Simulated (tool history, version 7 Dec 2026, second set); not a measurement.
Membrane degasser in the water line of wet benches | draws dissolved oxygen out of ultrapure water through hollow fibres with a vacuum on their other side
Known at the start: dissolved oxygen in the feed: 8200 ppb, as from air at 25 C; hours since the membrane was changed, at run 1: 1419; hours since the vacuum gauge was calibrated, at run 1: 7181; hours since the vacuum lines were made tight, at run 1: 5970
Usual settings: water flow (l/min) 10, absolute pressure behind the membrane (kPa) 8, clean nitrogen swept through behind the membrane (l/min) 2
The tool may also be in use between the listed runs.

run    hour  water flow (l/min)  absolute pressure behind the membrane (kPa)  clean nitrogen swept through behind the membrane (l/min)  hours since the membrane was changed  hours since the vacuum gauge was calibrated  hours since the vacuum lines were made tight  dissolved oxygen in the water behind the degasser (ppb)  pressure that the water loses in the fibres (kPa)
  1       0                  10                                            8                                                         2                                  1419                                         7181                                          5970                                                    159.3                                              51.27
       97.3  -- vacuum gauge calibrated
  2    97.3                  10                                            8                                                         2                                  1515                                            0                                          6066                                                    152.6                                              51.17
  3   200.1                  10                                            8                                                         2                                  1618                                          103                                          6169                                                    150.9                                              51.06
  4   252.3                  10                                            8                                                         2                                  1670                                          155                                          6221                                                      152                                               51.2
  5     300                  10                                            8                                                         2                                  1718                                          203                                          6269                                                    153.8                                              51.59
  6   394.5                  10                                        19.55                                                         2                                  1812                                          297                                          6364                                                    294.1                                              51.42
  7     456                  10                                        19.55                                                         2                                  1874                                          359                                          6425                                                    290.6                                              51.48
  8   564.4                  10                                        19.55                                                         2                                  1982                                          467                                          6533                                                    293.3                                              51.61
  9   674.2                  10                                        19.55                                                         2                                  2092                                          577                                          6643                                                    291.3                                              51.37
 10   745.4                  10                                            8                                                         2                                  2163                                          648                                          6714                                                      157                                              52.19
 11   831.1                  10                                         9.42                                                         2                                  2249                                          734                                          6800                                                    177.1                                              51.81
 12   915.9                  10                                         9.42                                                         2                                  2334                                          819                                          6885                                                    170.9                                              52.13
 13   983.9                  10                                         9.42                                                         2                                  2402                                          887                                          6953                                                      175                                              51.97
 14  1035.7                  13                                            8                                                         2                                  2454                                          938                                          7005                                                    210.7                                               67.6
 15  1090.5                  13                                            8                                                         2                                  2509                                          993                                          7060                                                    213.6                                              67.02
 16  1176.9                  13                                            8                                                         2                                  2595                                         1080                                          7146                                                    212.4                                              67.22
 17  1278.5                   9                                        11.51                                                      1.21                                  2696                                         1181                                          7248                                                    233.6                                              46.61
 18  1368.8                  11                                        11.17                                                      1.48                                  2787                                         1271                                          7338                                                    253.9                                              57.24
 19  1459.4                  11                                         8.43                                                      4.07                                  2877                                         1362                                          7428                                                    147.6                                              57.36
 20  1549.5                   7                                         5.02                                                      2.38                                  2967                                         1452                                          7519                                                     74.4                                              36.42
 21  1605.6                   7                                         5.02                                                      2.38                                  3024                                         1508                                          7575                                                     75.1                                              36.47

The next listed run, before its measurement:
 22  1669.1                  10                                         6.26                                                      2.84                                  3087                                         1572                                          7638                                                        ?                                                  ?

dissolved oxygen in the water behind the degasser (ppb): 127.2
pressure that the water loses in the fibres (kPa): 52.37
Without the tool's hidden state the same run would have given dissolved oxygen in the water behind the degasser (ppb) 111.7, pressure that the water loses in the fibres (kPa) 50.65.
